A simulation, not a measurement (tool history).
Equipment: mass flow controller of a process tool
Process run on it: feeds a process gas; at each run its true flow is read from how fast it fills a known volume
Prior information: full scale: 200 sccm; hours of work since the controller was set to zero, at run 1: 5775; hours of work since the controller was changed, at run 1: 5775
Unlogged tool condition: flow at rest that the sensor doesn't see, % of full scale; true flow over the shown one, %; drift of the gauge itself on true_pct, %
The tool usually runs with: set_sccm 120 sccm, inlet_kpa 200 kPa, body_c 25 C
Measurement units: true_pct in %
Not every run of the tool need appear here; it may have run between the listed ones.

| run | day | set_sccm | inlet_kpa | body_c | hours of work since the controller was set to zero | hours of work since the controller was changed | true_pct |
|---|---|---|---|---|---|---|---|
| 1 | 0.000 | 120 | 200 | 25 | 5775 | 5775 | 102.66 |
| 2 | 6.279 | 120 | 200 | 25 | 5892 | 5892 | 102.88 |
| 3 | 14.004 | 120 | 200 | 37 | 6035 | 6035 | 103.43 |
| 4 | 19.483 | 120 | 200 | 37 | 6137 | 6137 | 103.49 |
| 5 | 25.000 | 120 | 200 | 25 | 6239 | 6239 | 102.92 |
| 6 | 30.900 | 120 | 200 | 25 | 6349 | 6349 | 103.04 |
| 7 | 40.696 | 120 | 200 | 25 | 6531 | 6531 | 103.15 |
| 8 | 46.983 | 120 | 200 | 25 | 6647 | 6647 | 103.10 |
| 9 | 55.558 | 120 | 200 | 33 | 6807 | 6807 | 103.71 |
| 10 | 60.467 | 120 | 200 | 33 | 6898 | 6898 | 103.66 |
| 11 | 67.412 | 120 | 200 | 25 | 7027 | 7027 | 103.46 |
| 12 | 75.908 | 120 | 200 | 25 | 7185 | 7185 | 103.38 |
| 13 | 82.921 | 120 | 200 | 25 | 7315 | 7315 | 103.65 |
| 14 | 87.454 | 120 | 200 | 25 | 7399 | 7399 | 103.61 |
|  | 93.829 | controller's zero set anew |
| 15 | 95.421 | 120 | 200 | 25 | 30 | 7547 | 102.47 |
| 16 | 104.875 | 120 | 200 | 25 | 205 | 7722 | 102.51 |
| 17 | 110.300 | 120 | 200 | 25 | 306 | 7823 | 102.47 |
| 18 | 116.692 | 32 | 200 | 25 | 425 | 7942 | 102.05 |
| 19 | 126.392 | 51 | 200 | 31 | 605 | 8122 | 102.53 |
| 20 | 134.458 | 74 | 200 | 25 | 755 | 8272 | 102.43 |
| 21 | 144.000 | 39 | 193 | 20 | 932 | 8449 | 102.52 |
| 22 | 148.054 | 91 | 217 | 20 | 1007 | 8524 | 102.45 |
| 23 | 155.483 | 103 | 219 | 20 | 1145 | 8662 | 102.56 |
| 24 | 165.450 | 120 | 246 | 22 | 1330 | 8847 | 102.79 |
| 25 | 175.188 | 120 | 246 | 22 | 1511 | 9028 | 102.81 |
| 26 | 183.158 | 120 | 226 | 35 | 1659 | 9176 | 103.78 |
| 27 | 188.154 | 120 | 226 | 35 | 1752 | 9269 | 103.64 |
| 28 | 192.767 | 75 | 232 | 25 | 1837 | 9355 | 103.15 |
| 29 | 197.392 | 52 | 272 | 34 | 1923 | 9440 | 103.45 |
| 30 | 205.104 | 107 | 272 | 34 | 2067 | 9584 | 103.67 |
| 31 | 214.800 | 44 | 173 | 28 | 2247 | 9764 | 103.93 |
| 32 | 219.679 | 24 | 200 | 25 | 2337 | 9854 | 104.60 |
| 33 | 225.888 | 24 | 200 | 25 | 2453 | 9970 | 104.67 |
| 34 | 232.938 | 155 | 200 | 25 | 2584 | 10101 | 104.02 |
| 35 | 242.738 | 155 | 200 | 25 | 2766 | 10283 | 104.15 |

Each row is a separate what-if for the run after 35, all from the same tool condition, not one after another. Results?
| A | 251.246 | 82 | 200 | 25 | 2924 | 10441 | ? |
| B | 251.246 | 155 | 223 | 22 | 2924 | 10441 | ? |
| C | 251.246 | 128 | 164 | 25 | 2924 | 10441 | ? |
| D | 251.246 | 120 | 200 | 35 | 2924 | 10441 | ? |
| E | 251.246 | 152 | 254 | 25 | 2924 | 10441 | ? |

| run | true_pct |
|---|---|
| A | 103.74 |
| B | 104.16 |
| C | 104.28 |
| D | 104.46 |
| E | 103.86 |
With the hidden condition removed and each run's random variation left untouched, the same runs would have given:
| run | true_pct |
|---|---|
| A | 98.67 |
| B | 99.46 |
| C | 99.50 |
| D | 99.65 |
| E | 99.16 |

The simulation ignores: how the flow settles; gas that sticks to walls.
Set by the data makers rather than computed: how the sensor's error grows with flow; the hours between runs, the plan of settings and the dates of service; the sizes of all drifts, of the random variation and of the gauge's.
